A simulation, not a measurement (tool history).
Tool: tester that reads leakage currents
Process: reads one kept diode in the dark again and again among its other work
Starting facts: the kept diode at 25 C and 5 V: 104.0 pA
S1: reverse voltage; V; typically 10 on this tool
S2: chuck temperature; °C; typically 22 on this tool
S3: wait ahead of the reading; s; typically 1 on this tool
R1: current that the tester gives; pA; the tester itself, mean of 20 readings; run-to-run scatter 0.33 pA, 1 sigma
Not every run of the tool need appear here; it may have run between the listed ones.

{"run": 1, "hour": 0.0, "S1": 10, "S2": 22, "S3": 1, "R1": 118.75}
{"hour": 103.4, "done": "chuck's temperature calibrated"}
{"run": 2, "hour": 152.9, "S1": 7.2, "S2": 22, "S3": 1, "R1": 100.52}
{"run": 3, "hour": 289.6, "S1": 7.2, "S2": 22, "S3": 1, "R1": 101.25}
{"run": 4, "hour": 441.5, "S1": 10, "S2": 22, "S3": 1, "R1": 117.14}
{"run": 5, "hour": 596.0, "S1": 10, "S2": 22, "S3": 1, "R1": 118.67}
{"run": 6, "hour": 681.4, "S1": 10, "S2": 43, "S3": 1, "R1": 555.03}
{"run": 7, "hour": 799.6, "S1": 10, "S2": 43, "S3": 1, "R1": 558.07}
{"run": 8, "hour": 880.4, "S1": 10, "S2": 43, "S3": 1, "R1": 561.08}
{"run": 9, "hour": 963.0, "S1": 10, "S2": 43, "S3": 1, "R1": 562.41}
{"hour": 986.4, "done": "tester calibrated"}
{"run": 10, "hour": 1076.1, "S1": 10, "S2": 43, "S3": 1, "R1": 551.44}
{"run": 11, "hour": 1191.5, "S1": 1.4, "S2": 22, "S3": 1, "R1": 53.14}
{"run": 12, "hour": 1321.3, "S1": 1.4, "S2": 22, "S3": 1, "R1": 53.47}
{"run": 13, "hour": 1393.3, "S1": 10, "S2": 22, "S3": 1, "R1": 123.55}
{"run": 14, "hour": 1508.5, "S1": 10, "S2": 24, "S3": 1, "R1": 144.48}
{"hour": 1521.8, "done": "chuck's temperature calibrated"}
{"run": 15, "hour": 1634.4, "S1": 10, "S2": 24, "S3": 1, "R1": 134.97}
{"run": 16, "hour": 1764.6, "S1": 10, "S2": 24, "S3": 1, "R1": 136.12}
{"run": 17, "hour": 1838.7, "S1": 10, "S2": 22, "S3": 1, "R1": 118.83}
{"run": 18, "hour": 1967.3, "S1": 1.2, "S2": 22, "S3": 1, "R1": 48.19}
{"run": 19, "hour": 2090.6, "S1": 1.2, "S2": 40, "S3": 1, "R1": 185.38}
{"run": 20, "hour": 2242.4, "S1": 10, "S2": 22, "S3": 3.83, "R1": 122.25}
{"run": 21, "hour": 2324.6, "S1": 8.4, "S2": 20, "S3": 3.82, "R1": 98.09}
{"run": 22, "hour": 2443.7, "S1": 8.4, "S2": 30, "S3": 0.75, "R1": 206.58}
{"run": 23, "hour": 2526.6, "S1": 8.4, "S2": 30, "S3": 0.75, "R1": 207.55}
{"run": 24, "hour": 2656.8, "S1": 8.4, "S2": 30, "S3": 0.75, "R1": 208.16}
{"run": 25, "hour": 2765.5, "S1": 8.4, "S2": 30, "S3": 0.75, "R1": 210.18}
{"run": 26, "hour": 2846.5, "S1": 8.4, "S2": 24, "S3": 4.47, "R1": 136.18}
{"hour": 2939.9, "done": "chuck's temperature calibrated"}
{"run": 27, "hour": 2966.7, "S1": 8.4, "S2": 24, "S3": 4.47, "R1": 130.98}
{"run": 28, "hour": 3037.1, "S1": 8.9, "S2": 37, "S3": 9.17, "R1": 339.41}
{"run": 29, "hour": 3183.5, "S1": 8.9, "S2": 39, "S3": 0.78, "R1": 394.11}
{"run": 30, "hour": 3322.9, "S1": 5.9, "S2": 29, "S3": 5.04, "R1": 163.96}
{"run": 31, "hour": 3426.2, "S1": 5.9, "S2": 29, "S3": 6.63, "R1": 165.23}
{"run": 32, "hour": 3502.5, "S1": 1.9, "S2": 48, "S3": 1, "R1": 395.37}
{"run": 33, "hour": 3628.1, "S1": 1.9, "S2": 40, "S3": 1, "R1": 229.76}
{"run": 34, "hour": 3724.9, "S1": 1.9, "S2": 40, "S3": 1, "R1": 229.97}
{"run": 35, "hour": 3870.3, "S1": 6.9, "S2": 45, "S3": 0.84, "R1": 555.12}
{"run": 36, "hour": 3972.2, "S1": 11.6, "S2": 45, "S3": 0.84, "R1": 690.59}
{"run": 37, "hour": 4062.8, "S1": 19.5, "S2": 20, "S3": 0.98, "R1": 162.93}
{"run": 38, "hour": 4180.6, "S1": 19.5, "S2": 52, "S3": 1, "R1": 1367.39}
{"run": 39, "hour": 4308.6, "S1": 5, "S2": 22, "S3": 3.57, "R1": 97.66}

Per-run results on a tool with no hidden state, each run keeping its own random variation:
What the log doesn't record here: stray current of the dirty probe card, pA a volt; current scale over the true one, %; true chuck temperature over the reading, C; drift of the gauge itself on leakage_pa, %.
run=1 R1=108.66
run=2 R1=95.45
run=3 R1=95.16
run=4 R1=108.31
run=5 R1=108.36
run=6 R1=521.32
run=7 R1=521.16
run=8 R1=521.95
run=9 R1=521.14
run=10 R1=521.58
run=11 R1=49.38
run=12 R1=49.33
run=13 R1=108.88
run=14 R1=127.4
run=15 R1=126.73
run=16 R1=126.59
run=17 R1=108.67
run=18 R1=46.31
run=19 R1=180.5
run=20 R1=108.25
run=21 R1=85.86
run=22 R1=189.7
run=23 R1=189.63
run=24 R1=188.77
run=25 R1=189.36
run=26 R1=118.14
run=27 R1=118.38
run=28 R1=323.31
run=29 R1=374.51
run=30 R1=151.24
run=31 R1=151.53
run=32 R1=380.87
run=33 R1=218.66
run=34 R1=217.99
run=35 R1=519.45
run=36 R1=637.9
run=37 R1=120.06
run=38 R1=1259.26
run=39 R1=82.01
